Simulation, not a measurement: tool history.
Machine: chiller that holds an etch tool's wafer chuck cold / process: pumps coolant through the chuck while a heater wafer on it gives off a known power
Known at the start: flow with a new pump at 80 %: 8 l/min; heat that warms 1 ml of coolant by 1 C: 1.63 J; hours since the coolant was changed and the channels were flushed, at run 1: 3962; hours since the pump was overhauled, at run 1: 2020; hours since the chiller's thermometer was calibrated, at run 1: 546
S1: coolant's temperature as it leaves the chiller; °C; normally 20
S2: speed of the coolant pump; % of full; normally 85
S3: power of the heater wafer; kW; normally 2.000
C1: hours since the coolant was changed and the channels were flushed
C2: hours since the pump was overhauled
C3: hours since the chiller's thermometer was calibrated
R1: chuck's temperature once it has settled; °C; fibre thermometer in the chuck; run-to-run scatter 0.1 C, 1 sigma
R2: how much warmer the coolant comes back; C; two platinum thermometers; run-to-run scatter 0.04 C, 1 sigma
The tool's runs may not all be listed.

run 1 hour=0.0 | S1=20 S2=85 S3=2.000 | C1=3962 C2=2020 C3=546 | R1=35.9 R2=8.54
run 2 hour=95.5 | S1=20 S2=85 S3=2.000 | C1=4057 C2=2115 C3=642 | R1=36.1 R2=8.62
run 3 hour=196.6 | S1=20 S2=85 S3=2.000 | C1=4158 C2=2216 C3=743 | R1=36.1 R2=8.65
run 4 hour=290.8 | S1=20 S2=85 S3=1.804 | C1=4253 C2=2310 C3=837 | R1=34.4 R2=7.82
run 5 hour=339.8 | S1=20 S2=85 S3=2.000 | C1=4302 C2=2359 C3=886 | R1=36.1 R2=8.64
run 6 hour=393.8 | S1=20 S2=85 S3=2.000 | C1=4355 C2=2413 C3=940 | R1=36.0 R2=8.76
run 7 hour=507.1 | S1=20 S2=85 S3=2.000 | C1=4469 C2=2527 C3=1053 | R1=36.1 R2=8.72
run 8 hour=578.5 | S1=12 S2=85 S3=2.000 | C1=4540 C2=2598 C3=1125 | R1=28.1 R2=8.72
run 9 hour=654.9 | S1=20 S2=85 S3=2.000 | C1=4617 C2=2674 C3=1201 | R1=36.0 R2=8.76
run 10 hour=705.5 | S1=20 S2=85 S3=2.000 | C1=4667 C2=2725 C3=1252 | R1=36.1 R2=8.72
run 11 hour=766.0 | S1=20 S2=85 S3=2.000 | C1=4728 C2=2786 C3=1312 | R1=36.0 R2=8.81
run 12 hour=819.8 | S1=20 S2=85 S3=1.002 | C1=4781 C2=2839 C3=1366 | R1=27.9 R2=4.47
run 13 hour=922.4 | S1=13 S2=70 S3=1.243 | C1=4884 C2=2942 C3=1469 | R1=24.9 R2=6.81
run 14 hour=1004.4 | S1=13 S2=70 S3=1.243 | C1=4966 C2=3024 C3=1551 | R1=24.9 R2=6.86
run 15 hour=1108.3 | S1=13 S2=70 S3=1.243 | C1=5070 C2=3128 C3=1655 | R1=24.7 R2=6.81
run 16 hour=1168.2 | S1=13 S2=70 S3=1.243 | C1=5130 C2=3188 C3=1715 | R1=24.8 R2=6.81
run 17 hour=1258.1 | S1=20 S2=86 S3=2.000 | C1=5220 C2=3278 C3=1804 | R1=35.9 R2=8.80
run 18 hour=1341.1 | S1=10 S2=73 S3=1.252 | C1=5303 C2=3361 C3=1887 | R1=21.5 R2=6.65
run 19 hour=1435.5 | S1=27 S2=89 S3=2.019 | C1=5397 C2=3455 C3=1982 | R1=42.6 R2=8.49

3 options for the next run, each taken on its own from the tool as it stands now. Forecast them:
run A hour=1497.8 | S1=13 S2=64 S3=1.081 | C1=5459 C2=3517 C3=2044 | R1=? R2=?
run B hour=1497.8 | S1=11 S2=89 S3=1.964 | C1=5459 C2=3517 C3=2044 | R1=? R2=?
run C hour=1497.8 | S1=27 S2=100 S3=2.932 | C1=5459 C2=3517 C3=2044 | R1=? R2=?

run=A R1=24.0 R2=6.64
run=B R1=26.1 R2=8.32
run=C R1=47.3 R2=10.70
With the hidden condition removed and each run's random variation left untouched, the same runs would have given:
run=A R1=24.0 R2=6.38
run=B R1=26.1 R2=8.05
run=C R1=47.3 R2=10.44
